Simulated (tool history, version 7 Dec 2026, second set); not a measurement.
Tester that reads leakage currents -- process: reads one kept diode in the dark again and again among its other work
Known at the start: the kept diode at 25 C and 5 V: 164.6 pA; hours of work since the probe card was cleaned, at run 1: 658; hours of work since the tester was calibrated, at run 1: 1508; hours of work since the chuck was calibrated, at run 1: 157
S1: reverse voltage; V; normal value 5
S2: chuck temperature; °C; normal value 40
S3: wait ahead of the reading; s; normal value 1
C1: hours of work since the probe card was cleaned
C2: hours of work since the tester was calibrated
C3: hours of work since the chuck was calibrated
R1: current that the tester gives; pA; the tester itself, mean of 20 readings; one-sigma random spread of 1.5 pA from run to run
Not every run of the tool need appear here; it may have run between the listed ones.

run      day     S1  S2    S3    C1    C2    C3       R1
  1        0      5  40     1   658  1508   157   487.97
  2    3.133      5  40     1   700  1550   198   487.79
  3    6.592      5  40     1   746  1596   245   489.76
  4    9.296      5  40     1   782  1632   281      488
  5   12.796      5  40     1   829  1679   328   487.06
  6   16.562      5  40  0.98   879  1730   378   485.42
  7   20.075      5  40  0.98   926  1777   425    490.1
  8   22.858      5  40     1   963  1814   462   487.71
  9   24.425      5  40     1   984  1835   483   486.23
 10   26.971      5  40     1  1018  1869   517   488.48
 11   30.242      5  40     1  1062  1913   561   492.49
 12   32.142      5  40     1  1088  1938   586   489.74
 13   35.029      5  53     1  1126  1977   625  1139.69
 14   38.017      5  53     1  1166  2017   665  1143.44
 15   39.621      5  53     1  1188  2038   686  1144.21
 16   41.862      5  53     1  1218  2068   716  1143.99
 17   44.042      5  40  7.15  1247  2097   746   487.04
 18   47.308      5  40  7.27  1290  2141   789   487.86
 19   51.042      5  40     1  1340  2191   839   488.17
 20   53.946      5  40     1  1379  2230   878   490.28
 21   56.308   1.62  40  9.38  1411  2261   910   315.96
 22   57.908   1.62  40  9.38  1432  2283   931   316.35
 23   60.583   1.45  49  0.31  1468  2318   967   554.91
 24   62.562  16.78  50  1.27  1495  2345   993  1499.83
 25   65.875   1.09  35  0.54  1539  2389  1038   193.44
 26    68.45   1.09  35  0.54  1573  2424  1072   192.33
      70.596  -- probe card cleaned and baked
 27   71.617  10.45  40  1.01    14  2464  1113   647.69
 28   73.392   1.31  40  0.62    37  2488  1136   291.61
 29   76.162   1.36  47  2.24    74  2525  1173   472.86
 30   78.854   1.42  47  0.49   110  2561  1209    485.4
 31   81.171   1.42  47  0.49   141  2592  1240   483.69
 32   84.162      5  41  5.76   181  2632  1280   523.18
 33   86.288      5  41  5.76   210  2660  1309   520.67
 34   90.179   7.46  46  3.81   262  2712  1361   855.01
 35   92.917   7.46  46  3.81   299  2749  1398   848.87
 36   95.667   7.46  46  3.81   335  2786  1434    849.3
 37   98.354    6.3  21  8.39   371  2822  1470   132.63
 38  100.821   2.13  51  8.39   404  2855  1503   728.12
 39  104.633   2.78  47  9.86   455  2906  1554   622.09
 40  106.825   2.78  47  9.86   485  2935  1584   619.91

Here are 4 independent what-if runs from the current tool condition. What would each one return?
  A  110.467     5  59  2.88  533  2984  1632   ?
  B  110.467  6.97  40   0.4  533  2984  1632   ?
  C  110.467     5  22     1  533  2984  1632   ?
  D  110.467  3.29  47  9.86  533  2984  1632   ?

run       R1
  A  1661.81
  B   561.68
  C    132.3
  D   660.98
Without the tool's unlogged condition, the same runs would have read:
run       R1
  A  1659.65
  B   560.83
  C   132.05
  D   660.06
